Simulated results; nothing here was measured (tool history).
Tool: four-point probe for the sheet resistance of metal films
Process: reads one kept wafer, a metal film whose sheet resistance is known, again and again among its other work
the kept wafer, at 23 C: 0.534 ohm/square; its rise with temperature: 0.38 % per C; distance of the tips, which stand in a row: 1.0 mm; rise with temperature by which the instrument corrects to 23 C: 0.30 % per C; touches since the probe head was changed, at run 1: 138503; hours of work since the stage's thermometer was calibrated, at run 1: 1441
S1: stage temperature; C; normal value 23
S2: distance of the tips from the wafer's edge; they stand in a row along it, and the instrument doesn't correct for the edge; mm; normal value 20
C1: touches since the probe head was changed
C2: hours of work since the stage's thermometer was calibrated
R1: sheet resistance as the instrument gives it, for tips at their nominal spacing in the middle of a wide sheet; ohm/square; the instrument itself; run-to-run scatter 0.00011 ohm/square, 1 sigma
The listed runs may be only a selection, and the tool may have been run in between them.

| run | hour | S1 | S2 | C1 | C2 | R1 |
|---|---|---|---|---|---|---|
| 1 | 0.0 | 23 | 20 | 138503 | 1441 | 0.537970 |
| 2 | 51.9 | 23 | 26 | 141092 | 1475 | 0.537760 |
| 3 | 105.0 | 23 | 26 | 143738 | 1510 | 0.538005 |
| 4 | 134.5 | 23 | 26 | 145208 | 1529 | 0.537773 |
| 5 | 185.5 | 23 | 26 | 147753 | 1563 | 0.538236 |
| 6 | 233.4 | 23 | 26 | 150143 | 1594 | 0.537907 |
| 7 | 260.4 | 23 | 20 | 151487 | 1612 | 0.538445 |
| 8 | 307.9 | 23 | 20 | 153858 | 1643 | 0.538635 |
| 9 | 358.2 | 23 | 20 | 156365 | 1676 | 0.538698 |
| 10 | 406.4 | 23 | 20 | 158766 | 1708 | 0.538627 |
| 11 | 452.2 | 23 | 7 | 161054 | 1738 | 0.543709 |
| 12 | 507.7 | 23 | 7 | 163818 | 1775 | 0.543815 |
| 13 | 547.2 | 23 | 7 | 165790 | 1801 | 0.543988 |
| 14 | 580.2 | 23 | 7 | 167435 | 1822 | 0.543995 |
| 15 | 622.3 | 23 | 7 | 169536 | 1850 | 0.544122 |
| 16 | 671.3 | 23 | 20 | 171978 | 1882 | 0.538862 |
| 17 | 725.7 | 23 | 20 | 174690 | 1918 | 0.539011 |
| 18 | 760.8 | 23 | 20 | 176440 | 1941 | 0.539252 |
| 19 | 803.6 | 23 | 20 | 178576 | 1969 | 0.539347 |
| 20 | 854.8 | 25 | 13 | 181130 | 2003 | 0.540962 |
| 21 | 881.5 | 25 | 13 | 182462 | 2021 | 0.541197 |
|  | 893.4 | new probe head fitted |
| 22 | 912.9 | 23 | 13 | 974 | 2041 | 0.535161 |
| 23 | 958.5 | 19 | 24 | 3245 | 2071 | 0.532283 |
| 24 | 995.4 | 28 | 20 | 5089 | 2095 | 0.536483 |
| 25 | 1052.6 | 31 | 9 | 7940 | 2133 | 0.540313 |
| 26 | 1088.8 | 28 | 73 | 9746 | 2156 | 0.535917 |
| 27 | 1133.4 | 19 | 7 | 11971 | 2186 | 0.537943 |
| 28 | 1191.4 | 27 | 30 | 14861 | 2224 | 0.535688 |
| 29 | 1223.6 | 24 | 6 | 16467 | 2245 | 0.542158 |
| 30 | 1271.4 | 24 | 6 | 18851 | 2277 | 0.542539 |
| 31 | 1308.7 | 24 | 6 | 20712 | 2301 | 0.542442 |
| 32 | 1334.3 | 22 | 3 | 21987 | 2318 | 0.563688 |
| 33 | 1384.4 | 22 | 3 | 24485 | 2351 | 0.563745 |
| 34 | 1445.7 | 19 | 45 | 27544 | 2391 | 0.532723 |

Below, each run's measurement less what the same run would have read without the hidden state. Both values contain the same run-to-run variation, but the gauge's scatter may not be the same in both:
The hidden state here: inner tips' distance over the nominal, %; tips' flats over new ones', %; wafer's true temperature over the reading, C; drift of the gauge itself on sheet_ohm, %.
| run | R1 |
|---|---|
| 1 | +0.003269 |
| 2 | +0.003341 |
| 3 | +0.003421 |
| 4 | +0.003465 |
| 5 | +0.003544 |
| 6 | +0.003614 |
| 7 | +0.003660 |
| 8 | +0.003733 |
| 9 | +0.003806 |
| 10 | +0.003869 |
| 11 | +0.003972 |
| 12 | +0.004057 |
| 13 | +0.004116 |
| 14 | +0.004168 |
| 15 | +0.004231 |
| 16 | +0.004261 |
| 17 | +0.004343 |
| 18 | +0.004399 |
| 19 | +0.004466 |
| 20 | +0.004547 |
| 21 | +0.004589 |
| 22 | -0.000478 |
| 23 | -0.000397 |
| 24 | -0.000364 |
| 25 | -0.000284 |
| 26 | -0.000218 |
| 27 | -0.000123 |
| 28 | -0.000061 |
| 29 | -0.000007 |
| 30 | +0.000066 |
| 31 | +0.000116 |
| 32 | +0.000172 |
| 33 | +0.000254 |
| 34 | +0.000330 |

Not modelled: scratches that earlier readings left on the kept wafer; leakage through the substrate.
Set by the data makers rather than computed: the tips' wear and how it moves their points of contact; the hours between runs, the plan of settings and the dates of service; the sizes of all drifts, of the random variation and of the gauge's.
